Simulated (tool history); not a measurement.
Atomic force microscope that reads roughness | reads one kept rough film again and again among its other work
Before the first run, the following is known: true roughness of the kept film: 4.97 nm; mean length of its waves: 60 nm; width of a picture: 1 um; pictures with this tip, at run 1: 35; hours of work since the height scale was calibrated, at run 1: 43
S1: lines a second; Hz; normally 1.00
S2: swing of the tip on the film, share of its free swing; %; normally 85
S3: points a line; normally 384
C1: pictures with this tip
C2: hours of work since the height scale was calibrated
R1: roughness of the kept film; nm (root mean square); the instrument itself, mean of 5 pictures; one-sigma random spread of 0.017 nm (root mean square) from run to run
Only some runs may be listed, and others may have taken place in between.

run 1 hour=0.0 | S1=1.00 S2=85 S3=384 | C1=35 C2=43 | R1=4.533
run 2 hour=15.5 | S1=1.00 S2=85 S3=384 | C1=52 C2=51 | R1=4.538
run 3 hour=24.7 | S1=1.00 S2=85 S3=384 | C1=62 C2=56 | R1=4.501
run 4 hour=41.9 | S1=1.00 S2=85 S3=384 | C1=82 C2=65 | R1=4.470
run 5 hour=58.4 | S1=1.00 S2=85 S3=384 | C1=101 C2=74 | R1=4.423
run 6 hour=74.7 | S1=1.60 S2=85 S3=384 | C1=119 C2=83 | R1=4.318
-- hour=79.6 new tip fitted
run 7 hour=85.0 | S1=1.60 S2=85 S3=384 | C1=6 C2=88 | R1=4.494
run 8 hour=102.3 | S1=2.93 S2=85 S3=384 | C1=26 C2=98 | R1=4.265
run 9 hour=114.8 | S1=1.00 S2=85 S3=384 | C1=40 C2=104 | R1=4.501
run 10 hour=128.5 | S1=1.00 S2=85 S3=384 | C1=55 C2=112 | R1=4.518
run 11 hour=137.8 | S1=0.61 S2=85 S3=384 | C1=66 C2=117 | R1=4.511
run 12 hour=147.4 | S1=0.61 S2=85 S3=384 | C1=76 C2=122 | R1=4.521
run 13 hour=160.4 | S1=1.00 S2=85 S3=384 | C1=91 C2=129 | R1=4.446
run 14 hour=176.6 | S1=1.00 S2=85 S3=384 | C1=109 C2=138 | R1=4.409
run 15 hour=188.4 | S1=1.00 S2=85 S3=384 | C1=123 C2=144 | R1=4.397
-- hour=190.4 new tip fitted
run 16 hour=200.6 | S1=1.00 S2=85 S3=384 | C1=12 C2=150 | R1=4.584
run 17 hour=216.1 | S1=1.00 S2=85 S3=384 | C1=29 C2=159 | R1=4.557
run 18 hour=227.6 | S1=1.65 S2=74 S3=384 | C1=42 C2=165 | R1=4.522
run 19 hour=241.3 | S1=3.61 S2=76 S3=384 | C1=58 C2=172 | R1=4.289
run 20 hour=255.0 | S1=3.61 S2=76 S3=384 | C1=73 C2=180 | R1=4.290
run 21 hour=266.2 | S1=0.52 S2=67 S3=384 | C1=86 C2=186 | R1=4.612
run 22 hour=276.5 | S1=0.98 S2=55 S3=384 | C1=98 C2=191 | R1=4.602
run 23 hour=291.7 | S1=0.98 S2=74 S3=384 | C1=115 C2=199 | R1=4.482
-- hour=301.4 new tip fitted
run 24 hour=304.4 | S1=0.98 S2=72 S3=384 | C1=4 C2=206 | R1=4.705
run 25 hour=321.1 | S1=1.35 S2=86 S3=603 | C1=22 C2=215 | R1=4.511
run 26 hour=336.0 | S1=1.27 S2=90 S3=277 | C1=39 C2=223 | R1=4.448
run 27 hour=343.8 | S1=3.58 S2=90 S3=418 | C1=48 C2=227 | R1=3.995
run 28 hour=356.7 | S1=1.47 S2=55 S3=324 | C1=63 C2=234 | R1=4.594
run 29 hour=370.2 | S1=1.47 S2=55 S3=324 | C1=78 C2=242 | R1=4.583
run 30 hour=378.7 | S1=1.00 S2=64 S3=384 | C1=87 C2=246 | R1=4.590
run 31 hour=387.1 | S1=1.00 S2=64 S3=384 | C1=97 C2=251 | R1=4.573

Predict each of these 3 candidate next runs independently; none follows another, all start after run 31:
run A hour=404.2 | S1=1.00 S2=64 S3=511 | C1=116 C2=260 | R1=?
run B hour=404.2 | S1=3.20 S2=58 S3=954 | C1=116 C2=260 | R1=?
run C hour=404.2 | S1=1.78 S2=78 S3=325 | C1=116 C2=260 | R1=?

run=A R1=4.530
run=B R1=4.488
run=C R1=4.365
Without the tool's unlogged condition, the same runs would have read:
run=A R1=4.727
run=B R1=4.682
run=C R1=4.555
